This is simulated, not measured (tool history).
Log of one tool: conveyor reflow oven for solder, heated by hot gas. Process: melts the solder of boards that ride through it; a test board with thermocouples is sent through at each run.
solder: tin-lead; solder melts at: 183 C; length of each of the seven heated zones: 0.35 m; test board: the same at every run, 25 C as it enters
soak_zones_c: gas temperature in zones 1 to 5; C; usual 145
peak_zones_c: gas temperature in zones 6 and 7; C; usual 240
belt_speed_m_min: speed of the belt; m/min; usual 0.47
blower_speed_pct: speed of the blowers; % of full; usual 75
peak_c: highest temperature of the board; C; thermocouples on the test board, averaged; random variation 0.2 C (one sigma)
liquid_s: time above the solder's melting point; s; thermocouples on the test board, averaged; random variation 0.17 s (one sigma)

run 1 hour=0 | soak_zones_c=145 peak_zones_c=240 belt_speed_m_min=0.47 blower_speed_pct=75 | peak_c=221.6 liquid_s=73.7
run 2 hour=48.4 | soak_zones_c=145 peak_zones_c=240 belt_speed_m_min=0.47 blower_speed_pct=75 | peak_c=221.5 liquid_s=73.7
run 3 hour=97.9 | soak_zones_c=145 peak_zones_c=240 belt_speed_m_min=0.47 blower_speed_pct=75 | peak_c=221.2 liquid_s=73.3
run 4 hour=151.4 | soak_zones_c=145 peak_zones_c=240 belt_speed_m_min=0.47 blower_speed_pct=75 | peak_c=221 liquid_s=73.3
-- hour=167.2 flux residue cleaned out of gas plates and filters
run 5 hour=194.8 | soak_zones_c=145 peak_zones_c=240 belt_speed_m_min=0.47 blower_speed_pct=75 | peak_c=219.8 liquid_s=72.1
run 6 hour=239 | soak_zones_c=145 peak_zones_c=240 belt_speed_m_min=0.47 blower_speed_pct=75 | peak_c=219.4 liquid_s=71.9
run 7 hour=267.1 | soak_zones_c=145 peak_zones_c=240 belt_speed_m_min=0.47 blower_speed_pct=75 | peak_c=219.9 liquid_s=71.5
-- hour=314 thermocouples of zones 6 and 7 changed
run 8 hour=318.8 | soak_zones_c=145 peak_zones_c=240 belt_speed_m_min=0.461 blower_speed_pct=75 | peak_c=221.3 liquid_s=75
-- hour=347 flux residue cleaned out of gas plates and filters, once more
run 9 hour=376.4 | soak_zones_c=145 peak_zones_c=240 belt_speed_m_min=0.461 blower_speed_pct=75 | peak_c=223.9 liquid_s=77.5
run 10 hour=401 | soak_zones_c=145 peak_zones_c=240 belt_speed_m_min=0.47 blower_speed_pct=75 | peak_c=223.3 liquid_s=75.6
run 11 hour=433.3 | soak_zones_c=145 peak_zones_c=240 belt_speed_m_min=0.47 blower_speed_pct=75 | peak_c=223.1 liquid_s=75.4
run 12 hour=487.1 | soak_zones_c=145 peak_zones_c=240 belt_speed_m_min=0.47 blower_speed_pct=75 | peak_c=222.8 liquid_s=75.2
run 13 hour=515.6 | soak_zones_c=145 peak_zones_c=254 belt_speed_m_min=0.47 blower_speed_pct=75 | peak_c=234.5 liquid_s=82.8
run 14 hour=566.4 | soak_zones_c=141 peak_zones_c=254 belt_speed_m_min=0.47 blower_speed_pct=75 | peak_c=233.8 liquid_s=81
run 15 hour=606.3 | soak_zones_c=141 peak_zones_c=254 belt_speed_m_min=0.47 blower_speed_pct=75 | peak_c=233.2 liquid_s=81.2
-- hour=628.5 flux residue cleaned out of gas plates and filters
run 16 hour=647.4 | soak_zones_c=141 peak_zones_c=254 belt_speed_m_min=0.47 blower_speed_pct=75 | peak_c=235.1 liquid_s=81.9
run 17 hour=690.3 | soak_zones_c=141 peak_zones_c=254 belt_speed_m_min=0.47 blower_speed_pct=75 | peak_c=234.6 liquid_s=81.5
run 18 hour=731.3 | soak_zones_c=134 peak_zones_c=240 belt_speed_m_min=0.525 blower_speed_pct=75 | peak_c=217 liquid_s=58.3
run 19 hour=771.2 | soak_zones_c=131 peak_zones_c=232 belt_speed_m_min=0.501 blower_speed_pct=77 | peak_c=211.5 liquid_s=55.2
run 20 hour=803 | soak_zones_c=131 peak_zones_c=232 belt_speed_m_min=0.501 blower_speed_pct=77 | peak_c=211.1 liquid_s=54.9
run 21 hour=861.7 | soak_zones_c=145 peak_zones_c=247 belt_speed_m_min=0.47 blower_speed_pct=72 | peak_c=227.1 liquid_s=78.5
run 22 hour=895.9 | soak_zones_c=145 peak_zones_c=247 belt_speed_m_min=0.47 blower_speed_pct=72 | peak_c=227.1 liquid_s=78.5
-- hour=910.1 flux residue cleaned out of gas plates and filters
run 23 hour=939 | soak_zones_c=145 peak_zones_c=240 belt_speed_m_min=0.47 blower_speed_pct=51 | peak_c=217.7 liquid_s=70
run 24 hour=970.6 | soak_zones_c=145 peak_zones_c=240 belt_speed_m_min=0.47 blower_speed_pct=51 | peak_c=217.3 liquid_s=70.1
run 25 hour=1000.4 | soak_zones_c=145 peak_zones_c=253 belt_speed_m_min=0.498 blower_speed_pct=51 | peak_c=224.8 liquid_s=72.8
run 26 hour=1039.4 | soak_zones_c=155 peak_zones_c=240 belt_speed_m_min=0.47 blower_speed_pct=57 | peak_c=221 liquid_s=78.8
run 27 hour=1081.9 | soak_zones_c=134 peak_zones_c=240 belt_speed_m_min=0.47 blower_speed_pct=67 | peak_c=218.5 liquid_s=67.3
run 28 hour=1123.4 | soak_zones_c=145 peak_zones_c=240 belt_speed_m_min=0.47 blower_speed_pct=65 | peak_c=220 liquid_s=73.1
run 29 hour=1150.5 | soak_zones_c=145 peak_zones_c=245 belt_speed_m_min=0.47 blower_speed_pct=61 | peak_c=223 liquid_s=75.7
run 30 hour=1178.6 | soak_zones_c=145 peak_zones_c=253 belt_speed_m_min=0.47 blower_speed_pct=87 | peak_c=234.9 liquid_s=84.3
-- hour=1196.8 flux residue cleaned out of gas plates and filters
-- hour=1202.2 thermocouples of zones 6 and 7 changed
run 31 hour=1241.4 | soak_zones_c=142 peak_zones_c=233 belt_speed_m_min=0.399 blower_speed_pct=75 | peak_c=222.5 liquid_s=89

Some steps in peak_c between neighbouring runs. How much of each would the tool show without its hidden state too (settings, what came in, random variation), and how much is left for the hidden state, with any gauge scatter that isn't in both results?
The hidden state here: heat that the gas passes to the board, % of a clean oven's; belt's true speed, % of the reading; true gas temperature in zones 6 and 7 over the reading, C; drift of the gauge itself on peak_c, C; drift of the gauge itself on liquid_s, %.
Run 8 -> 9: flux residue cleaned out of gas plates and filters, once more. peak_c +2.6 C: hidden state +3, all else -0.4.
Run 17 -> 18: soak_zones_c 141 -> 134, peak_zones_c 254 -> 240, belt_speed_m_min 0.47 -> 0.525. peak_c -17.6 C: hidden state -0.3, all else -17.3.
Run 20 -> 21: soak_zones_c 131 -> 145, peak_zones_c 232 -> 247, belt_speed_m_min 0.501 -> 0.47, blower_speed_pct 77 -> 72. peak_c +16 C: hidden state -0.3, all else +16.3.
Run 22 -> 23: peak_zones_c 247 -> 240, blower_speed_pct 72 -> 51, flux residue cleaned out of gas plates and filters. peak_c -9.4 C: hidden state +1.8, all else -11.2.
Run 30 -> 31: soak_zones_c 145 -> 142, peak_zones_c 253 -> 233, belt_speed_m_min 0.47 -> 0.399, blower_speed_pct 87 -> 75, flux residue cleaned out of gas plates and filters, thermocouples of zones 6 and 7 changed. peak_c -12.4 C: hidden state +2.6, all else -15.
